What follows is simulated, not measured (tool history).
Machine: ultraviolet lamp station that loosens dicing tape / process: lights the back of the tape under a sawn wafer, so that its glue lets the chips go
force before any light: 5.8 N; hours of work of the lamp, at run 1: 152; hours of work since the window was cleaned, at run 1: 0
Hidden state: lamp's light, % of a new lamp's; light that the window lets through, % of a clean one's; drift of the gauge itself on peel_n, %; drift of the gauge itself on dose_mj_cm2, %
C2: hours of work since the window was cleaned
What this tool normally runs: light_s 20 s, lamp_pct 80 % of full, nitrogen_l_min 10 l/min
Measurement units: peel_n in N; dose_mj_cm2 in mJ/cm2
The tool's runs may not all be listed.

{"run": 1, "hour": 0.0, "light_s": 20, "lamp_pct": 80, "nitrogen_l_min": 10, "hours of work of the lamp": 152, "C2": 0, "peel_n": 0.462, "dose_mj_cm2": 533}
{"run": 2, "hour": 25.0, "light_s": 20, "lamp_pct": 80, "nitrogen_l_min": 10, "hours of work of the lamp": 165, "C2": 13, "peel_n": 0.457, "dose_mj_cm2": 538}
{"run": 3, "hour": 41.6, "light_s": 20, "lamp_pct": 75, "nitrogen_l_min": 10, "hours of work of the lamp": 174, "C2": 22, "peel_n": 0.529, "dose_mj_cm2": 503}
{"run": 4, "hour": 56.5, "light_s": 20, "lamp_pct": 80, "nitrogen_l_min": 10, "hours of work of the lamp": 182, "C2": 30, "peel_n": 0.469, "dose_mj_cm2": 530}
{"run": 5, "hour": 74.3, "light_s": 20, "lamp_pct": 80, "nitrogen_l_min": 10, "hours of work of the lamp": 192, "C2": 40, "peel_n": 0.437, "dose_mj_cm2": 533}
{"run": 6, "hour": 89.8, "light_s": 20, "lamp_pct": 80, "nitrogen_l_min": 10, "hours of work of the lamp": 200, "C2": 48, "peel_n": 0.472, "dose_mj_cm2": 536}
{"run": 7, "hour": 108.2, "light_s": 20, "lamp_pct": 75, "nitrogen_l_min": 10, "hours of work of the lamp": 210, "C2": 58, "peel_n": 0.531, "dose_mj_cm2": 505}
{"run": 8, "hour": 132.0, "light_s": 20, "lamp_pct": 75, "nitrogen_l_min": 10, "hours of work of the lamp": 223, "C2": 71, "peel_n": 0.521, "dose_mj_cm2": 498}
{"run": 9, "hour": 143.6, "light_s": 20, "lamp_pct": 75, "nitrogen_l_min": 10, "hours of work of the lamp": 229, "C2": 77, "peel_n": 0.543, "dose_mj_cm2": 502}
{"run": 10, "hour": 164.8, "light_s": 20, "lamp_pct": 80, "nitrogen_l_min": 10, "hours of work of the lamp": 240, "C2": 89, "peel_n": 0.451, "dose_mj_cm2": 533}
{"run": 11, "hour": 188.8, "light_s": 28, "lamp_pct": 80, "nitrogen_l_min": 10, "hours of work of the lamp": 253, "C2": 102, "peel_n": 0.241, "dose_mj_cm2": 752}
{"run": 12, "hour": 209.1, "light_s": 20, "lamp_pct": 65, "nitrogen_l_min": 10, "hours of work of the lamp": 264, "C2": 113, "peel_n": 0.717, "dose_mj_cm2": 435}
{"run": 13, "hour": 224.4, "light_s": 20, "lamp_pct": 65, "nitrogen_l_min": 10, "hours of work of the lamp": 272, "C2": 121, "peel_n": 0.714, "dose_mj_cm2": 431}
{"run": 14, "hour": 244.0, "light_s": 20, "lamp_pct": 80, "nitrogen_l_min": 10, "hours of work of the lamp": 283, "C2": 131, "peel_n": 0.452, "dose_mj_cm2": 531}
{"run": 15, "hour": 258.2, "light_s": 20, "lamp_pct": 80, "nitrogen_l_min": 10, "hours of work of the lamp": 290, "C2": 139, "peel_n": 0.466, "dose_mj_cm2": 537}
{"run": 16, "hour": 279.9, "light_s": 20, "lamp_pct": 80, "nitrogen_l_min": 10, "hours of work of the lamp": 302, "C2": 151, "peel_n": 0.455, "dose_mj_cm2": 536}
{"run": 17, "hour": 295.8, "light_s": 20, "lamp_pct": 80, "nitrogen_l_min": 10, "hours of work of the lamp": 311, "C2": 159, "peel_n": 0.463, "dose_mj_cm2": 537}
{"run": 18, "hour": 308.9, "light_s": 20, "lamp_pct": 80, "nitrogen_l_min": 10, "hours of work of the lamp": 318, "C2": 166, "peel_n": 0.474, "dose_mj_cm2": 537}
{"run": 19, "hour": 323.1, "light_s": 20, "lamp_pct": 80, "nitrogen_l_min": 10, "hours of work of the lamp": 325, "C2": 174, "peel_n": 0.459, "dose_mj_cm2": 536}
{"run": 20, "hour": 337.6, "light_s": 20, "lamp_pct": 80, "nitrogen_l_min": 10, "hours of work of the lamp": 333, "C2": 182, "peel_n": 0.484, "dose_mj_cm2": 534}
{"run": 21, "hour": 356.6, "light_s": 20, "lamp_pct": 80, "nitrogen_l_min": 10, "hours of work of the lamp": 343, "C2": 192, "peel_n": 0.475, "dose_mj_cm2": 533}
{"run": 22, "hour": 372.7, "light_s": 20, "lamp_pct": 84, "nitrogen_l_min": 15, "hours of work of the lamp": 352, "C2": 200, "peel_n": 0.321, "dose_mj_cm2": 561}
{"run": 23, "hour": 389.4, "light_s": 20, "lamp_pct": 84, "nitrogen_l_min": 15, "hours of work of the lamp": 361, "C2": 209, "peel_n": 0.324, "dose_mj_cm2": 560}
{"run": 24, "hour": 405.6, "light_s": 20, "lamp_pct": 84, "nitrogen_l_min": 15, "hours of work of the lamp": 370, "C2": 218, "peel_n": 0.317, "dose_mj_cm2": 555}
{"run": 25, "hour": 421.3, "light_s": 31, "lamp_pct": 70, "nitrogen_l_min": 10, "hours of work of the lamp": 378, "C2": 227, "peel_n": 0.278, "dose_mj_cm2": 718}
{"run": 26, "hour": 440.4, "light_s": 20, "lamp_pct": 68, "nitrogen_l_min": 10, "hours of work of the lamp": 388, "C2": 237, "peel_n": 0.626, "dose_mj_cm2": 460}
{"run": 27, "hour": 465.2, "light_s": 39, "lamp_pct": 71, "nitrogen_l_min": 4, "hours of work of the lamp": 402, "C2": 250, "peel_n": 0.349, "dose_mj_cm2": 930}
{"run": 28, "hour": 489.2, "light_s": 39, "lamp_pct": 98, "nitrogen_l_min": 4, "hours of work of the lamp": 415, "C2": 263, "peel_n": 0.194, "dose_mj_cm2": 1269}
{"run": 29, "hour": 506.6, "light_s": 37, "lamp_pct": 94, "nitrogen_l_min": 7, "hours of work of the lamp": 424, "C2": 272, "peel_n": 0.165, "dose_mj_cm2": 1158}
{"run": 30, "hour": 526.7, "light_s": 37, "lamp_pct": 94, "nitrogen_l_min": 7, "hours of work of the lamp": 435, "C2": 283, "peel_n": 0.183, "dose_mj_cm2": 1151}
{"run": 31, "hour": 542.8, "light_s": 37, "lamp_pct": 94, "nitrogen_l_min": 7, "hours of work of the lamp": 444, "C2": 292, "peel_n": 0.178, "dose_mj_cm2": 1165}
{"run": 32, "hour": 554.4, "light_s": 26, "lamp_pct": 94, "nitrogen_l_min": 16, "hours of work of the lamp": 450, "C2": 298, "peel_n": 0.189, "dose_mj_cm2": 814}
{"run": 33, "hour": 574.2, "light_s": 26, "lamp_pct": 94, "nitrogen_l_min": 16, "hours of work of the lamp": 460, "C2": 309, "peel_n": 0.167, "dose_mj_cm2": 810}
{"run": 34, "hour": 591.7, "light_s": 26, "lamp_pct": 89, "nitrogen_l_min": 4, "hours of work of the lamp": 470, "C2": 318, "peel_n": 0.487, "dose_mj_cm2": 768}
{"run": 35, "hour": 608.6, "light_s": 20, "lamp_pct": 75, "nitrogen_l_min": 17, "hours of work of the lamp": 479, "C2": 327, "peel_n": 0.379, "dose_mj_cm2": 498}
{"run": 36, "hour": 631.2, "light_s": 19, "lamp_pct": 75, "nitrogen_l_min": 19, "hours of work of the lamp": 491, "C2": 340, "peel_n": 0.403, "dose_mj_cm2": 478}
{"run": 37, "hour": 651.0, "light_s": 19, "lamp_pct": 64, "nitrogen_l_min": 8, "hours of work of the lamp": 502, "C2": 350, "peel_n": 0.902, "dose_mj_cm2": 404}
{"hour": 668.7, "done": "window cleaned of glue's vapour"}
{"run": 38, "hour": 672.4, "light_s": 19, "lamp_pct": 64, "nitrogen_l_min": 15, "hours of work of the lamp": 513, "C2": 2, "peel_n": 0.607, "dose_mj_cm2": 403}
{"run": 39, "hour": 690.3, "light_s": 26, "lamp_pct": 64, "nitrogen_l_min": 15, "hours of work of the lamp": 523, "C2": 12, "peel_n": 0.327, "dose_mj_cm2": 562}
{"run": 40, "hour": 705.6, "light_s": 19, "lamp_pct": 83, "nitrogen_l_min": 3, "hours of work of the lamp": 531, "C2": 20, "peel_n": 1.155, "dose_mj_cm2": 528}
{"run": 41, "hour": 717.5, "light_s": 14, "lamp_pct": 83, "nitrogen_l_min": 10, "hours of work of the lamp": 537, "C2": 26, "peel_n": 0.863, "dose_mj_cm2": 381}
{"run": 42, "hour": 728.5, "light_s": 17, "lamp_pct": 91, "nitrogen_l_min": 10, "hours of work of the lamp": 543, "C2": 32, "peel_n": 0.492, "dose_mj_cm2": 510}

Consider 5 possible next runs. They are alternatives, not a sequence: every one starts from the tool as it was left by run 42. What does each give?
{"run": "A", "hour": 749.6, "light_s": 31, "lamp_pct": 96, "nitrogen_l_min": 5, "hours of work of the lamp": 554, "C2": 44, "peel_n": "?", "dose_mj_cm2": "?"}
{"run": "B", "hour": 749.6, "light_s": 13, "lamp_pct": 83, "nitrogen_l_min": 7, "hours of work of the lamp": 554, "C2": 44, "peel_n": "?", "dose_mj_cm2": "?"}
{"run": "C", "hour": 749.6, "light_s": 38, "lamp_pct": 75, "nitrogen_l_min": 5, "hours of work of the lamp": 554, "C2": 44, "peel_n": "?", "dose_mj_cm2": "?"}
{"run": "D", "hour": 749.6, "light_s": 20, "lamp_pct": 75, "nitrogen_l_min": 10, "hours of work of the lamp": 554, "C2": 44, "peel_n": "?", "dose_mj_cm2": "?"}
{"run": "E", "hour": 749.6, "light_s": 12, "lamp_pct": 91, "nitrogen_l_min": 10, "hours of work of the lamp": 554, "C2": 44, "peel_n": "?", "dose_mj_cm2": "?"}

run=A peel_n=0.243 dose_mj_cm2=988
run=B peel_n=1.253 dose_mj_cm2=365
run=C peel_n=0.256 dose_mj_cm2=954
run=D peel_n=0.560 dose_mj_cm2=501
run=E peel_n=0.966 dose_mj_cm2=367
With the hidden condition removed and each run's random variation left untouched, the same runs would have given:
run=A peel_n=0.243 dose_mj_cm2=989
run=B peel_n=1.252 dose_mj_cm2=365
run=C peel_n=0.255 dose_mj_cm2=955
run=D peel_n=0.559 dose_mj_cm2=501
run=E peel_n=0.965 dose_mj_cm2=367

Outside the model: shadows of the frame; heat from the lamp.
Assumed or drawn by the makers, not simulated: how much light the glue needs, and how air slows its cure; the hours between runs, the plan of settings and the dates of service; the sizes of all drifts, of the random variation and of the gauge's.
